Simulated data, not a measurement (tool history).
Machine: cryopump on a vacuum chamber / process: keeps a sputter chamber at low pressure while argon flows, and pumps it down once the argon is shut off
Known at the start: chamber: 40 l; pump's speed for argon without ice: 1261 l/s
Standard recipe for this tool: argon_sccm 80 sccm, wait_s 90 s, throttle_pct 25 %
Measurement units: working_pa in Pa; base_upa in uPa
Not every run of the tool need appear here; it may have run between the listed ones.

Run 1, day 0.000: usual settings. Result: working_pa 0.4320 Pa, base_upa 3.25 uPa.
Run 2, day 0.346: usual settings. Result: working_pa 0.4334 Pa, base_upa 3.15 uPa.
Run 3, day 0.667: usual settings. Result: working_pa 0.4339 Pa, base_upa 3.25 uPa.
Run 4, day 0.971: usual settings. Result: working_pa 0.4315 Pa, base_upa 3.38 uPa.
Run 5, day 1.425: usual settings. Result: working_pa 0.4308 Pa, base_upa 3.23 uPa.
Run 6, day 1.829: usual settings. Result: working_pa 0.4356 Pa, base_upa 3.30 uPa.
Run 7, day 2.117: usual settings but argon_sccm 103 sccm. Result: working_pa 0.5588 Pa, base_upa 3.24 uPa.
Run 8, day 2.688: usual settings but argon_sccm 103 sccm. Result: working_pa 0.5602 Pa, base_upa 3.22 uPa.
Run 9, day 3.050: usual settings but argon_sccm 103 sccm. Result: working_pa 0.5628 Pa, base_upa 3.23 uPa.
Run 10, day 3.625: usual settings but argon_sccm 103 sccm. Result: working_pa 0.5607 Pa, base_upa 3.21 uPa.
Run 11, day 4.012: usual settings but argon_sccm 103 sccm. Result: working_pa 0.5628 Pa, base_upa 3.32 uPa.
Run 12, day 4.579: usual settings but argon_sccm 103 sccm. Result: working_pa 0.5552 Pa, base_upa 3.24 uPa.
Run 13, day 4.912: usual settings but argon_sccm 103 sccm. Result: working_pa 0.5597 Pa, base_upa 3.31 uPa.
Run 14, day 5.521: usual settings but argon_sccm 103 sccm. Result: working_pa 0.5632 Pa, base_upa 3.33 uPa.
Run 15, day 6.096: usual settings but argon_sccm 103 sccm. Result: working_pa 0.5592 Pa, base_upa 3.38 uPa.
Run 16, day 6.758: usual settings. Result: working_pa 0.4360 Pa, base_upa 3.37 uPa.
Run 17, day 7.412: usual settings. Result: working_pa 0.4386 Pa, base_upa 3.45 uPa.

Expected results for the next run?
Run 18, day 7.904: usual settings but argon_sccm 44 sccm, wait_s 70 s, throttle_pct 22 %. Result: working_pa ?, base_upa ?.

working_pa: 0.2717 Pa
base_upa: 3.64 uPa
With no hidden state in the tool, this same run would have given working_pa 0.2679 Pa, base_upa 1.82 uPa.

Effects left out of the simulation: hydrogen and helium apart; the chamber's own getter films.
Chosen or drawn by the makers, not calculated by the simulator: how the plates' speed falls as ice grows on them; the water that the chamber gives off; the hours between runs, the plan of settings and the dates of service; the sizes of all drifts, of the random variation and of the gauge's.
